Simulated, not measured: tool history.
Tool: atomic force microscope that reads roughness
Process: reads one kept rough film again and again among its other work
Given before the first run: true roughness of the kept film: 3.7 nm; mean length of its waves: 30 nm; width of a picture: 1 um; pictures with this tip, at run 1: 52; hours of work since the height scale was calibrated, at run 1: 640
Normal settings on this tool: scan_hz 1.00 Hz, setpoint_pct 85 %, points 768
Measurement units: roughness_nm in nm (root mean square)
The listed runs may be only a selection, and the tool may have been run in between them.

run	hour	scan_hz	setpoint_pct	points	pictures with this tip	hours of work since the height scale was calibrated	roughness_nm
1	0.0	1.00	85	768	52	640	2.957
2	38.3	1.00	72	768	92	661	3.096
3	75.5	1.00	72	768	131	682	3.069
4	93.9	1.00	72	768	150	692	3.034
5	123.5	1.00	72	768	181	709	3.016
6	163.7	1.00	85	420	222	731	2.824
7	204.2	1.00	85	384	264	754	2.772
8	223.5	1.00	85	768	284	765	2.774
9	247.6	1.00	85	768	309	778	2.770
10	276.3	1.00	85	768	339	794	2.732
# hour 293.3: new tip fitted
11	300.1	1.00	85	768	7	807	2.998
12	317.1	1.00	85	768	25	817	2.972
13	354.2	1.00	85	317	63	837	2.908
14	380.8	1.00	85	317	91	852	2.891
15	420.6	3.71	85	768	132	874	2.200
16	451.0	3.71	85	768	164	891	2.181
17	475.5	3.78	78	559	189	905	2.402
18	503.8	0.54	81	559	218	921	3.018
19	543.9	0.54	81	559	260	943	2.977
20	575.5	0.54	81	559	293	961	2.958
21	610.8	0.54	81	559	329	981	2.914
22	633.8	0.76	85	768	353	994	2.785
# hour 638.2: new tip fitted
23	653.6	1.25	75	768	16	1004	3.066
24	684.4	3.09	75	518	48	1022	2.694
25	711.9	3.09	75	518	77	1037	2.647
26	746.9	3.09	75	518	113	1057	2.661

Below, some changes in roughness_nm between adjacent runs. For each, the amount present without the hidden state too (settings, incoming material, random variation) and the amount remaining for the hidden state with gauge scatter not shared by both compared results:
Hidden state at play: radius of the tip, nm; height scale over the true one, %; drift of the gauge itself on roughness_nm, %.
Run 10 -> 11: new tip fitted. roughness_nm +0.266 nm (root mean square): hidden state +0.257, all else +0.009.
Run 14 -> 15: scan_hz 1.00 -> 3.71, points 317 -> 768. roughness_nm -0.691 nm (root mean square): hidden state -0.004, all else -0.687.
Run 17 -> 18: scan_hz 3.78 -> 0.54, setpoint_pct 78 -> 81. roughness_nm +0.616 nm (root mean square): hidden state -0.066, all else +0.682.
Run 22 -> 23: scan_hz 0.76 -> 1.25, setpoint_pct 85 -> 75, new tip fitted. roughness_nm +0.281 nm (root mean square): hidden state +0.269, all else +0.012.

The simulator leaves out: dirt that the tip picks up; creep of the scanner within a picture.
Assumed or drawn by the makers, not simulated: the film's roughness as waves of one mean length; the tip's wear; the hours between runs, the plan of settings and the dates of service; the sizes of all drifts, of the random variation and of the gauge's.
